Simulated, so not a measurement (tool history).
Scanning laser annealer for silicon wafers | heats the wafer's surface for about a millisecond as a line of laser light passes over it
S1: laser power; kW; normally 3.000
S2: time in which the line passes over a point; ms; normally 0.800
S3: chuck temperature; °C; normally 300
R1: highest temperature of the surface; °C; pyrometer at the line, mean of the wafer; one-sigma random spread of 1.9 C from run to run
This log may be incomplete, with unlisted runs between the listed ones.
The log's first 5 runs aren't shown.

run	hour	S1	S2	S3	R1
6	95.9	3.000	0.800	307	1081
7	112.9	3.000	0.800	307	1079
8	126.7	3.000	0.800	307	1080
9	139.4	3.000	0.800	307	1079
10	162.2	3.000	0.772	300	1055
11	173.6	3.000	0.772	300	1057
12	200.3	3.000	0.772	300	1053
13	219.5	3.000	0.800	300	1068
14	236.3	3.000	0.800	300	1068
# hour 254.2: optics aligned, line set to its width
15	257.7	3.000	0.800	300	1083
16	285.3	3.000	0.800	300	1079
17	306.7	2.599	0.724	300	933
18	321.4	2.599	0.724	300	936
19	338.6	2.915	0.800	300	1057
20	362.0	2.915	0.687	326	1019
21	381.8	2.915	0.687	326	1019
22	396.9	2.978	0.581	326	972
23	423.0	3.000	0.871	289	1102
24	447.9	3.000	0.871	289	1104
25	464.7	3.000	0.641	289	978
26	483.9	3.000	0.641	289	976
27	499.6	3.000	0.641	289	976

The next listed run, before its measurement:
28	516.3	3.000	0.641	289	?

R1: 972 °C
The same run, on a tool lacking any hidden state, would have yielded R1 986 °C.
